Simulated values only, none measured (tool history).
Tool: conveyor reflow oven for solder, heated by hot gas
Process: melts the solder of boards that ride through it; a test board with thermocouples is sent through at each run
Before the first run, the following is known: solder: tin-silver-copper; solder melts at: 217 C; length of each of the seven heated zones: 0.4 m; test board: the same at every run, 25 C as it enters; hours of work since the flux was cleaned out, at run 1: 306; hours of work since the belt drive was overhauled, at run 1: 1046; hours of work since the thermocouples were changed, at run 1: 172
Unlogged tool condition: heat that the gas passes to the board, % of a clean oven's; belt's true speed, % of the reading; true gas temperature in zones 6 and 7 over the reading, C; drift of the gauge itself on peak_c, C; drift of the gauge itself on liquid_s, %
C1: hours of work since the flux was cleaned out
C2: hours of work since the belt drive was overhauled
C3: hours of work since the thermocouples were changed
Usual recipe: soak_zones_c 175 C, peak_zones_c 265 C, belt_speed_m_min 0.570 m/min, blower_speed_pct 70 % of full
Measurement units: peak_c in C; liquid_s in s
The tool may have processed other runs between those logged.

{"run": 1, "day": 0.0, "soak_zones_c": 175, "peak_zones_c": 265, "belt_speed_m_min": 0.57, "blower_speed_pct": 70, "C1": 306, "C2": 1046, "C3": 172, "peak_c": 245.8, "liquid_s": 58.0}
{"run": 2, "day": 1.262, "soak_zones_c": 175, "peak_zones_c": 265, "belt_speed_m_min": 0.57, "blower_speed_pct": 70, "C1": 327, "C2": 1067, "C3": 193, "peak_c": 245.3, "liquid_s": 58.0}
{"run": 3, "day": 2.317, "soak_zones_c": 175, "peak_zones_c": 265, "belt_speed_m_min": 0.57, "blower_speed_pct": 70, "C1": 345, "C2": 1085, "C3": 211, "peak_c": 244.5, "liquid_s": 57.3}
{"run": 4, "day": 3.871, "soak_zones_c": 175, "peak_zones_c": 265, "belt_speed_m_min": 0.57, "blower_speed_pct": 70, "C1": 371, "C2": 1111, "C3": 237, "peak_c": 245.2, "liquid_s": 57.0}
{"run": 5, "day": 5.679, "soak_zones_c": 175, "peak_zones_c": 265, "belt_speed_m_min": 0.57, "blower_speed_pct": 70, "C1": 401, "C2": 1141, "C3": 267, "peak_c": 245.0, "liquid_s": 56.8}
{"run": 6, "day": 7.1, "soak_zones_c": 175, "peak_zones_c": 265, "belt_speed_m_min": 0.57, "blower_speed_pct": 70, "C1": 424, "C2": 1165, "C3": 291, "peak_c": 244.4, "liquid_s": 57.4}
{"run": 7, "day": 8.142, "soak_zones_c": 175, "peak_zones_c": 265, "belt_speed_m_min": 0.57, "blower_speed_pct": 70, "C1": 442, "C2": 1182, "C3": 308, "peak_c": 244.0, "liquid_s": 56.7}
{"run": 8, "day": 9.796, "soak_zones_c": 160, "peak_zones_c": 265, "belt_speed_m_min": 0.57, "blower_speed_pct": 70, "C1": 470, "C2": 1210, "C3": 336, "peak_c": 240.8, "liquid_s": 46.6}
{"run": 9, "day": 10.688, "soak_zones_c": 160, "peak_zones_c": 265, "belt_speed_m_min": 0.57, "blower_speed_pct": 70, "C1": 484, "C2": 1225, "C3": 351, "peak_c": 240.7, "liquid_s": 46.6}
{"day": 11.421, "done": "flux residue cleaned out of gas plates and filters"}
{"day": 12.288, "done": "belt drive overhauled, speed set with a stopwatch"}
{"run": 10, "day": 12.35, "soak_zones_c": 160, "peak_zones_c": 265, "belt_speed_m_min": 0.57, "blower_speed_pct": 70, "C1": 13, "C2": 1, "C3": 372, "peak_c": 246.9, "liquid_s": 55.4}
{"run": 11, "day": 13.25, "soak_zones_c": 175, "peak_zones_c": 265, "belt_speed_m_min": 0.57, "blower_speed_pct": 70, "C1": 28, "C2": 16, "C3": 387, "peak_c": 249.3, "liquid_s": 64.3}
{"run": 12, "day": 14.188, "soak_zones_c": 175, "peak_zones_c": 265, "belt_speed_m_min": 0.57, "blower_speed_pct": 70, "C1": 43, "C2": 32, "C3": 403, "peak_c": 249.3, "liquid_s": 64.2}
{"run": 13, "day": 15.562, "soak_zones_c": 175, "peak_zones_c": 265, "belt_speed_m_min": 0.57, "blower_speed_pct": 70, "C1": 66, "C2": 55, "C3": 426, "peak_c": 249.6, "liquid_s": 64.0}
{"run": 14, "day": 16.367, "soak_zones_c": 175, "peak_zones_c": 265, "belt_speed_m_min": 0.57, "blower_speed_pct": 70, "C1": 80, "C2": 68, "C3": 439, "peak_c": 249.1, "liquid_s": 63.7}
{"run": 15, "day": 17.325, "soak_zones_c": 175, "peak_zones_c": 265, "belt_speed_m_min": 0.494, "blower_speed_pct": 70, "C1": 96, "C2": 84, "C3": 455, "peak_c": 252.7, "liquid_s": 78.7}
{"run": 16, "day": 18.617, "soak_zones_c": 175, "peak_zones_c": 261, "belt_speed_m_min": 0.57, "blower_speed_pct": 70, "C1": 118, "C2": 106, "C3": 477, "peak_c": 245.4, "liquid_s": 60.0}
{"run": 17, "day": 19.642, "soak_zones_c": 187, "peak_zones_c": 270, "belt_speed_m_min": 0.498, "blower_speed_pct": 57, "C1": 135, "C2": 123, "C3": 494, "peak_c": 256.6, "liquid_s": 87.8}
{"day": 20.442, "done": "belt drive overhauled, speed set with a stopwatch, once more"}
{"run": 18, "day": 21.046, "soak_zones_c": 187, "peak_zones_c": 270, "belt_speed_m_min": 0.498, "blower_speed_pct": 57, "C1": 155, "C2": 10, "C3": 515, "peak_c": 254.5, "liquid_s": 80.0}
{"run": 19, "day": 22.388, "soak_zones_c": 175, "peak_zones_c": 265, "belt_speed_m_min": 0.57, "blower_speed_pct": 66, "C1": 178, "C2": 33, "C3": 537, "peak_c": 245.4, "liquid_s": 55.6}
{"run": 20, "day": 23.704, "soak_zones_c": 175, "peak_zones_c": 265, "belt_speed_m_min": 0.57, "blower_speed_pct": 66, "C1": 200, "C2": 55, "C3": 559, "peak_c": 245.5, "liquid_s": 55.9}
{"run": 21, "day": 25.458, "soak_zones_c": 171, "peak_zones_c": 265, "belt_speed_m_min": 0.527, "blower_speed_pct": 66, "C1": 229, "C2": 84, "C3": 589, "peak_c": 247.9, "liquid_s": 60.5}
{"run": 22, "day": 27.162, "soak_zones_c": 171, "peak_zones_c": 265, "belt_speed_m_min": 0.47, "blower_speed_pct": 61, "C1": 258, "C2": 112, "C3": 617, "peak_c": 249.6, "liquid_s": 72.9}
{"run": 23, "day": 28.296, "soak_zones_c": 171, "peak_zones_c": 265, "belt_speed_m_min": 0.47, "blower_speed_pct": 61, "C1": 277, "C2": 131, "C3": 636, "peak_c": 249.1, "liquid_s": 72.4}
{"run": 24, "day": 29.05, "soak_zones_c": 171, "peak_zones_c": 265, "belt_speed_m_min": 0.47, "blower_speed_pct": 61, "C1": 289, "C2": 144, "C3": 649, "peak_c": 249.4, "liquid_s": 72.0}
{"run": 25, "day": 30.258, "soak_zones_c": 174, "peak_zones_c": 265, "belt_speed_m_min": 0.47, "blower_speed_pct": 83, "C1": 309, "C2": 164, "C3": 669, "peak_c": 253.3, "liquid_s": 79.4}
{"run": 26, "day": 31.017, "soak_zones_c": 174, "peak_zones_c": 265, "belt_speed_m_min": 0.47, "blower_speed_pct": 83, "C1": 322, "C2": 177, "C3": 682, "peak_c": 253.3, "liquid_s": 78.4}
{"day": 32.275, "done": "thermocouples of zones 6 and 7 changed"}
{"run": 27, "day": 32.275, "soak_zones_c": 184, "peak_zones_c": 265, "belt_speed_m_min": 0.57, "blower_speed_pct": 59, "C1": 342, "C2": 197, "C3": 0, "peak_c": 243.7, "liquid_s": 58.7}
{"run": 28, "day": 33.317, "soak_zones_c": 184, "peak_zones_c": 265, "belt_speed_m_min": 0.57, "blower_speed_pct": 59, "C1": 359, "C2": 214, "C3": 17, "peak_c": 244.7, "liquid_s": 58.3}
{"run": 29, "day": 34.196, "soak_zones_c": 175, "peak_zones_c": 267, "belt_speed_m_min": 0.549, "blower_speed_pct": 70, "C1": 374, "C2": 229, "C3": 32, "peak_c": 247.5, "liquid_s": 60.7}
{"run": 30, "day": 35.021, "soak_zones_c": 175, "peak_zones_c": 267, "belt_speed_m_min": 0.549, "blower_speed_pct": 70, "C1": 388, "C2": 242, "C3": 46, "peak_c": 247.1, "liquid_s": 60.3}
{"run": 31, "day": 36.588, "soak_zones_c": 185, "peak_zones_c": 275, "belt_speed_m_min": 0.549, "blower_speed_pct": 70, "C1": 414, "C2": 269, "C3": 72, "peak_c": 256.0, "liquid_s": 72.2}
{"run": 32, "day": 37.462, "soak_zones_c": 170, "peak_zones_c": 265, "belt_speed_m_min": 0.57, "blower_speed_pct": 72, "C1": 429, "C2": 283, "C3": 87, "peak_c": 243.5, "liquid_s": 52.3}

For each entry between runs, how does the tool's hidden state at the last listed run before it compare with that at the first listed run after it?
Runs 9 to 10: flux residue cleaned out of gas plates and filters (day 11.421); belt drive overhauled, speed set with a stopwatch (day 12.288)
  heat that the gas passes to the board, % of a clean oven's: 82 -> 98.7; belt's true speed, % of the reading: 96.27 -> 94.67; true gas temperature in zones 6 and 7 over the reading, C: 0.28 -> 0.32
  the result without the hidden state subtracted from the measured one, peak_c: -3.9 -> +1.9 C; liquid_s: -3.8 -> +5.3 s
Runs 17 to 18: belt drive overhauled, speed set with a stopwatch, once more (day 20.442)
  heat that the gas passes to the board, % of a clean oven's: 94.4 -> 93.6; belt's true speed, % of the reading: 94.31 -> 99.88; true gas temperature in zones 6 and 7 over the reading, C: 0.57 -> 0.61
  the result without the hidden state subtracted from the measured one, peak_c: +1.2 -> -0.6 C; liquid_s: +6.2 -> -0.8 s
Runs 26 to 27: thermocouples of zones 6 and 7 changed (day 32.275)
  heat that the gas passes to the board, % of a clean oven's: 88 -> 87.5; belt's true speed, % of the reading: 99.41 -> 99.35; true gas temperature in zones 6 and 7 over the reading, C: 0.95 -> 0.44
  the result without the hidden state subtracted from the measured one, peak_c: -1.6 -> -2.3 C; liquid_s: -1.8 -> -3.1 s

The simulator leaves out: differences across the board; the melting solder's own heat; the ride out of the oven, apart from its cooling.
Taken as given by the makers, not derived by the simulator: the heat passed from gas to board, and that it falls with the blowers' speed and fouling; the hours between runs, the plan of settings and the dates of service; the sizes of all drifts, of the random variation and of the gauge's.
